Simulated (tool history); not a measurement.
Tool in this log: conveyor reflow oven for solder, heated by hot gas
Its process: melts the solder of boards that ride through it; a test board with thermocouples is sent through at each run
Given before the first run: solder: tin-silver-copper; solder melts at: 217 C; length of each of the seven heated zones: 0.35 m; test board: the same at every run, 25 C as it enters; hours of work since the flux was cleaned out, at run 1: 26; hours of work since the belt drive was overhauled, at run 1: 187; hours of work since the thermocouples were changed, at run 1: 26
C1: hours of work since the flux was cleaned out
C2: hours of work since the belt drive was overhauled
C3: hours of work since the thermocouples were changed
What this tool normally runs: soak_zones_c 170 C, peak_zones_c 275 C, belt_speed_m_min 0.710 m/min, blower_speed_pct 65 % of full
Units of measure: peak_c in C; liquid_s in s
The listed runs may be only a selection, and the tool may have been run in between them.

run 1 hour=0.0 | soak_zones_c=170 peak_zones_c=275 belt_speed_m_min=0.710 blower_speed_pct=65 | C1=26 C2=187 C3=26 | peak_c=260.4 liquid_s=48.2
run 2 hour=8.5 | soak_zones_c=170 peak_zones_c=275 belt_speed_m_min=0.710 blower_speed_pct=65 | C1=32 C2=193 C3=32 | peak_c=261.5 liquid_s=48.0
run 3 hour=21.9 | soak_zones_c=170 peak_zones_c=275 belt_speed_m_min=0.710 blower_speed_pct=63 | C1=41 C2=203 C3=41 | peak_c=259.7 liquid_s=48.0
run 4 hour=33.3 | soak_zones_c=170 peak_zones_c=275 belt_speed_m_min=0.710 blower_speed_pct=63 | C1=49 C2=211 C3=49 | peak_c=260.8 liquid_s=47.8
run 5 hour=49.5 | soak_zones_c=170 peak_zones_c=280 belt_speed_m_min=0.710 blower_speed_pct=63 | C1=61 C2=222 C3=61 | peak_c=264.9 liquid_s=49.7
run 6 hour=65.6 | soak_zones_c=170 peak_zones_c=275 belt_speed_m_min=0.710 blower_speed_pct=65 | C1=72 C2=233 C3=72 | peak_c=260.0 liquid_s=47.8
run 7 hour=80.5 | soak_zones_c=170 peak_zones_c=275 belt_speed_m_min=0.710 blower_speed_pct=82 | C1=82 C2=244 C3=82 | peak_c=262.8 liquid_s=49.7
run 8 hour=93.1 | soak_zones_c=170 peak_zones_c=275 belt_speed_m_min=0.710 blower_speed_pct=82 | C1=91 C2=252 C3=91 | peak_c=263.4 liquid_s=50.2
run 9 hour=105.1 | soak_zones_c=171 peak_zones_c=275 belt_speed_m_min=0.710 blower_speed_pct=65 | C1=99 C2=261 C3=99 | peak_c=261.2 liquid_s=48.2
run 10 hour=116.2 | soak_zones_c=171 peak_zones_c=275 belt_speed_m_min=0.710 blower_speed_pct=65 | C1=107 C2=269 C3=107 | peak_c=260.0 liquid_s=48.2
run 11 hour=124.3 | soak_zones_c=171 peak_zones_c=275 belt_speed_m_min=0.710 blower_speed_pct=65 | C1=113 C2=274 C3=113 | peak_c=260.4 liquid_s=48.1
run 12 hour=141.5 | soak_zones_c=171 peak_zones_c=275 belt_speed_m_min=0.710 blower_speed_pct=65 | C1=125 C2=286 C3=125 | peak_c=260.5 liquid_s=48.7
run 13 hour=152.4 | soak_zones_c=171 peak_zones_c=275 belt_speed_m_min=0.710 blower_speed_pct=65 | C1=132 C2=294 C3=132 | peak_c=260.6 liquid_s=48.5
run 14 hour=160.8 | soak_zones_c=170 peak_zones_c=275 belt_speed_m_min=0.665 blower_speed_pct=65 | C1=138 C2=300 C3=138 | peak_c=262.1 liquid_s=52.9
run 15 hour=175.3 | soak_zones_c=167 peak_zones_c=281 belt_speed_m_min=0.812 blower_speed_pct=90 | C1=148 C2=310 C3=148 | peak_c=264.7 liquid_s=43.1
run 16 hour=191.3 | soak_zones_c=167 peak_zones_c=268 belt_speed_m_min=0.812 blower_speed_pct=73 | C1=160 C2=321 C3=160 | peak_c=250.0 liquid_s=36.4
run 17 hour=208.0 | soak_zones_c=176 peak_zones_c=268 belt_speed_m_min=0.834 blower_speed_pct=73 | C1=171 C2=333 C3=171 | peak_c=251.3 liquid_s=37.6
-- hour=223.6 flux residue cleaned out of gas plates and filters
run 18 hour=226.5 | soak_zones_c=173 peak_zones_c=271 belt_speed_m_min=0.834 blower_speed_pct=73 | C1=2 C2=342 C3=181 | peak_c=253.6 liquid_s=38.5
run 19 hour=241.5 | soak_zones_c=177 peak_zones_c=275 belt_speed_m_min=0.776 blower_speed_pct=65 | C1=12 C2=353 C3=191 | peak_c=258.6 liquid_s=45.0
run 20 hour=256.8 | soak_zones_c=182 peak_zones_c=275 belt_speed_m_min=0.710 blower_speed_pct=65 | C1=23 C2=363 C3=202 | peak_c=261.4 liquid_s=52.0
run 21 hour=266.0 | soak_zones_c=182 peak_zones_c=275 belt_speed_m_min=0.710 blower_speed_pct=65 | C1=30 C2=370 C3=208 | peak_c=262.1 liquid_s=52.6
run 22 hour=279.3 | soak_zones_c=182 peak_zones_c=275 belt_speed_m_min=0.710 blower_speed_pct=65 | C1=39 C2=379 C3=218 | peak_c=262.3 liquid_s=52.3
run 23 hour=292.9 | soak_zones_c=182 peak_zones_c=278 belt_speed_m_min=0.710 blower_speed_pct=63 | C1=48 C2=389 C3=227 | peak_c=263.7 liquid_s=53.6
run 24 hour=309.4 | soak_zones_c=170 peak_zones_c=267 belt_speed_m_min=0.586 blower_speed_pct=65 | C1=60 C2=400 C3=239 | peak_c=257.1 liquid_s=58.4
run 25 hour=322.0 | soak_zones_c=170 peak_zones_c=267 belt_speed_m_min=0.586 blower_speed_pct=65 | C1=69 C2=409 C3=247 | peak_c=256.5 liquid_s=58.2
run 26 hour=330.3 | soak_zones_c=157 peak_zones_c=277 belt_speed_m_min=0.669 blower_speed_pct=65 | C1=74 C2=415 C3=253 | peak_c=262.7 liquid_s=49.8
run 27 hour=342.7 | soak_zones_c=157 peak_zones_c=269 belt_speed_m_min=0.669 blower_speed_pct=65 | C1=83 C2=423 C3=262 | peak_c=254.9 liquid_s=45.9

How would selected steps in peak_c from run to run divide? Give the signed amount a tool lacking its hidden state would still show from settings, what came in and random variation, and the signed amount left for the hidden state, including any gauge scatter that is not in both of the compared results.
The tool's hidden condition here consists of: heat that the gas passes to the board, % of a clean oven's; belt's true speed, % of the reading; true gas temperature in zones 6 and 7 over the reading, C; drift of the gauge itself on peak_c, C; drift of the gauge itself on liquid_s, %.
Run 6 -> 7: blower_speed_pct 65 -> 82. peak_c +2.8 C: hidden state -0.2, all else +3.0.
Run 15 -> 16: peak_zones_c 281 -> 268, blower_speed_pct 90 -> 73. peak_c -14.7 C: hidden state +0.0, all else -14.7.
Run 17 -> 18: soak_zones_c 176 -> 173, peak_zones_c 268 -> 271, flux residue cleaned out of gas plates and filters. peak_c +2.3 C: hidden state +0.6, all else +1.7.
Run 26 -> 27: peak_zones_c 277 -> 269. peak_c -7.8 C: hidden state -0.1, all else -7.7.
